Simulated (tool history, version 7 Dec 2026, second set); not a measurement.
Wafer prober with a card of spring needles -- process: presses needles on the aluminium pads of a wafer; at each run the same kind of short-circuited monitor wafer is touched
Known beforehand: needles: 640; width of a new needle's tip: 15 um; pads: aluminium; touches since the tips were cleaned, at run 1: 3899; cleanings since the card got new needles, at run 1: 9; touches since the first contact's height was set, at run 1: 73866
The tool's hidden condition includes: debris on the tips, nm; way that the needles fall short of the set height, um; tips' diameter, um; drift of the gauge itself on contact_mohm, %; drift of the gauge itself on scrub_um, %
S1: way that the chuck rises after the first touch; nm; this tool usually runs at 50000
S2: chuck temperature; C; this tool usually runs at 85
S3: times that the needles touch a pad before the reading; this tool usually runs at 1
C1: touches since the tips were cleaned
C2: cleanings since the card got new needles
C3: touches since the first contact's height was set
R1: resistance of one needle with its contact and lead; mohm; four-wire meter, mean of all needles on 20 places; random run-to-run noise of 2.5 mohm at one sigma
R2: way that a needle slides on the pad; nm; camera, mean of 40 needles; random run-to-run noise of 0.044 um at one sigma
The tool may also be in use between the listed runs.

run,day,S1,S2,S3,C1,C2,C3,R1,R2
1,0,50000,85,1,3899,9,73866,360,6740
# day 0.329: tips cleaned on abrasive film
2,0.412,50000,85,1,761,10,77654,312,6760
3,0.967,50000,85,1,5891,10,82784,373,6740
# day 1.067: tips cleaned on abrasive film
4,1.454,50000,85,1,3569,11,87258,359,6760
# day 1.808: tips cleaned on abrasive film
5,2.154,50000,85,2,3226,12,93737,322,6660
6,2.525,50000,85,1,6666,12,97177,376,6760
# day 2.579: tips cleaned on abrasive film
7,2.9,50000,85,1,2982,13,100629,354,6650
# day 3.317: tips cleaned on abrasive film
8,3.533,50000,85,2,1989,14,106431,316,6760
# day 4.046: tips cleaned on abrasive film
9,4.288,50000,85,1,2220,15,113386,334,6610
10,4.725,50000,85,1,6277,15,117443,375,6760
# day 4.817: tips cleaned on abrasive film
11,5.117,50000,85,1,2750,16,121038,356,6690
# day 5.546: tips cleaned on abrasive film
12,5.654,50000,85,1,980,17,125987,317,6650
13,6.225,50000,85,2,6300,17,131307,341,6730
# day 6.3: tips cleaned on abrasive film
14,6.738,50000,85,1,4082,18,136033,366,6670
# day 7.075: tips cleaned on abrasive film
15,7.262,50000,85,1,1744,19,140846,327,6660
16,7.775,50000,85,1,6486,19,145588,385,6590
# day 7.842: tips cleaned on abrasive film
17,8.138,50000,85,1,2731,20,148906,350,6600
# day 8.6: tips cleaned on abrasive film
18,8.704,50000,85,1,950,21,154125,320,6680
19,9.258,57000,85,2,6104,21,159279,331,7610
# day 9.329: tips cleaned on abrasive film
20,9.679,57000,85,2,3270,22,163157,311,7640
# day 10.088: tips cleaned on abrasive film
21,10.433,66000,25,2,3203,23,170106,291,8850
# day 10.854: tips cleaned on abrasive film
22,11.038,32000,51,3,1692,24,175660,336,4210
23,11.45,58000,85,1,5511,24,179479,356,7730
# day 11.592: tips cleaned on abrasive film
24,12.117,58000,85,1,4885,25,185637,350,7670
# day 12.321: tips cleaned on abrasive film
25,12.475,31000,28,2,1432,26,188935,352,3990
# day 13.054: tips cleaned on abrasive film
26,13.129,49000,85,2,695,27,194940,304,6390
27,13.7,48000,33,1,6015,27,200260,389,6370
# day 13.808: tips cleaned on abrasive film
28,14.062,48000,33,1,2353,28,203571,345,6300
29,14.521,38000,33,2,6606,28,207824,384,4930
# day 14.575: tips cleaned on abrasive film
30,15,50000,107,2,3957,29,212240,344,6520
# day 15.342: tips cleaned on abrasive film
31,15.342,50000,49,2,0,30,215372,274,6480
# day 15.404: height of the first contact set anew
32,15.854,58000,77,2,4638,30,4172,321,7990

Predict each of these 4 candidate next runs independently; none follows another, all start after run 32:
# day 16.092: tips cleaned on abrasive film
A,16.288,51000,119,2,1837,31,8152,?,?
# day 16.092: tips cleaned on abrasive film
B,16.288,56000,60,1,1837,31,8152,?,?
# day 16.092: tips cleaned on abrasive film
C,16.288,33000,77,2,1837,31,8152,?,?
# day 16.092: tips cleaned on abrasive film
D,16.288,30000,85,2,1837,31,8152,?,?

run,R1,R2
A,316,7000
B,311,7700
C,349,4480
D,369,4080
Without the tool's unlogged condition, the same runs would have read:
run,R1,R2
A,289,7010
B,270,7720
C,286,4500
D,293,4090
